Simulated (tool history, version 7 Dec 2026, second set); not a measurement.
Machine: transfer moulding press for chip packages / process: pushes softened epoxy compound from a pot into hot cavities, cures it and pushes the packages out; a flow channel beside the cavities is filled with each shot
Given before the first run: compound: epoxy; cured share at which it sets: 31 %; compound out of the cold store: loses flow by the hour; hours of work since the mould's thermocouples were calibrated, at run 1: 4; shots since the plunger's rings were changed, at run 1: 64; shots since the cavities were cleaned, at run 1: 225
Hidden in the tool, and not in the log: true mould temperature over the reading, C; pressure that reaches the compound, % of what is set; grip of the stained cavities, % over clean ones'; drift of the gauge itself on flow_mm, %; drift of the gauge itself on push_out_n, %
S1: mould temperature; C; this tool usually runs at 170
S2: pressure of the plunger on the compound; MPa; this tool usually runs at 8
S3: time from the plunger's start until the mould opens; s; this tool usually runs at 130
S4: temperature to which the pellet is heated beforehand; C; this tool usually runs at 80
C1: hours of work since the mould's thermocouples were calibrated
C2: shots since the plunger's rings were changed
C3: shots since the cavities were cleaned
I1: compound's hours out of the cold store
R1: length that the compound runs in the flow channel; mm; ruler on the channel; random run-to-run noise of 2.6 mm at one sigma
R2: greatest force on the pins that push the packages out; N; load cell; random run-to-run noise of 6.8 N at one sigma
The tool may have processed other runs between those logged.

| run | day | S1 | S2 | S3 | S4 | C1 | C2 | C3 | I1 | R1 | R2 |
|---|---|---|---|---|---|---|---|---|---|---|---|
| 1 | 0 | 170 | 8 | 130 | 80 | 4 | 64 | 225 | 14.6 | 789 | 286 |
| 2 | 0.492 | 170 | 8 | 132 | 80 | 10 | 157 | 318 | 24 | 748 | 262 |
| 3 | 0.775 | 175 | 8 | 130 | 80 | 13 | 211 | 372 | 33.6 | 703 | 252 |
| 4 | 1.096 | 175 | 8 | 130 | 80 | 17 | 272 | 433 | 30.8 | 711 | 243 |
| 5 | 1.717 | 175 | 8 | 130 | 80 | 25 | 389 | 550 | 42.5 | 670 | 236 |
| 6 | 2.129 | 175 | 8 | 130 | 80 | 30 | 467 | 628 | 33.2 | 707 | 242 |
|  | 2.575 | cavities cleaned with cleaning compound and waxed |
| 7 | 2.642 | 175 | 8 | 130 | 80 | 35 | 552 | 12 | 38.2 | 690 | 253 |
| 8 | 3.304 | 170 | 8 | 130 | 80 | 43 | 678 | 138 | 29.9 | 724 | 278 |
| 9 | 3.904 | 170 | 8 | 130 | 80 | 50 | 791 | 251 | 38.5 | 697 | 279 |
| 10 | 4.25 | 170 | 8 | 130 | 80 | 54 | 857 | 317 | 30.9 | 722 | 269 |
| 11 | 4.642 | 170 | 8 | 130 | 80 | 59 | 931 | 391 | 26.2 | 737 | 278 |
| 12 | 5.138 | 170 | 8 | 130 | 80 | 65 | 1025 | 485 | 14.1 | 788 | 280 |
| 13 | 5.633 | 170 | 8 | 130 | 80 | 71 | 1118 | 578 | 31.4 | 718 | 276 |
| 14 | 5.933 | 170 | 8 | 130 | 80 | 75 | 1175 | 635 | 9.5 | 809 | 288 |
|  | 6.329 | cavities cleaned with cleaning compound and waxed |
| 15 | 6.667 | 167 | 7.41 | 130 | 80 | 83 | 1302 | 64 | 45.2 | 655 | 313 |
| 16 | 7.279 | 167 | 7.41 | 130 | 80 | 90 | 1418 | 180 | 37.4 | 679 | 302 |
| 17 | 7.921 | 165 | 8 | 130 | 85 | 98 | 1539 | 301 | 42 | 688 | 339 |
| 18 | 8.292 | 165 | 8 | 130 | 85 | 102 | 1610 | 372 | 30.9 | 736 | 348 |
| 19 | 8.888 | 165 | 8 | 128 | 87 | 109 | 1722 | 484 | 25.9 | 751 | 373 |
| 20 | 9.496 | 170 | 8.3 | 130 | 80 | 117 | 1837 | 599 | 17.7 | 792 | 272 |
| 21 | 9.842 | 170 | 8 | 118 | 80 | 121 | 1903 | 665 | 28.7 | 729 | 309 |
|  | 10.083 | cavities cleaned with cleaning compound and waxed |
| 22 | 10.438 | 173 | 8.82 | 118 | 80 | 127 | 2004 | 67 | 30.9 | 754 | 275 |
| 23 | 10.996 | 173 | 8 | 130 | 80 | 134 | 2110 | 173 | 45.3 | 666 | 248 |
| 24 | 11.529 | 173 | 8 | 130 | 80 | 140 | 2210 | 273 | 15.4 | 776 | 253 |
| 25 | 12.004 | 173 | 8 | 130 | 80 | 146 | 2300 | 363 | 17 | 773 | 244 |
| 26 | 12.362 | 172 | 6.45 | 114 | 80 | 150 | 2368 | 431 | 17.2 | 694 | 307 |
| 27 | 12.846 | 170 | 8 | 111 | 80 | 156 | 2460 | 523 | 41.2 | 688 | 344 |
| 28 | 13.467 | 170 | 6.95 | 125 | 80 | 164 | 2577 | 640 | 21.6 | 708 | 305 |

For each entry between runs, how does the tool's hidden state at the last listed run before it compare with that at the first listed run after it?
Between runs 6 and 7: cavities cleaned with cleaning compound and waxed (day 2.575)
  grip of the stained cavities, % over clean ones': 0.8 -> 0.1
Between runs 14 and 15: cavities cleaned with cleaning compound and waxed (day 6.329)
  grip of the stained cavities, % over clean ones': 0.8 -> 0.1
Between runs 21 and 22: cavities cleaned with cleaning compound and waxed (day 10.083)
  pressure that reaches the compound, % of what is set: 99.95 -> 99.94; grip of the stained cavities, % over clean ones': 0.8 -> 0.1
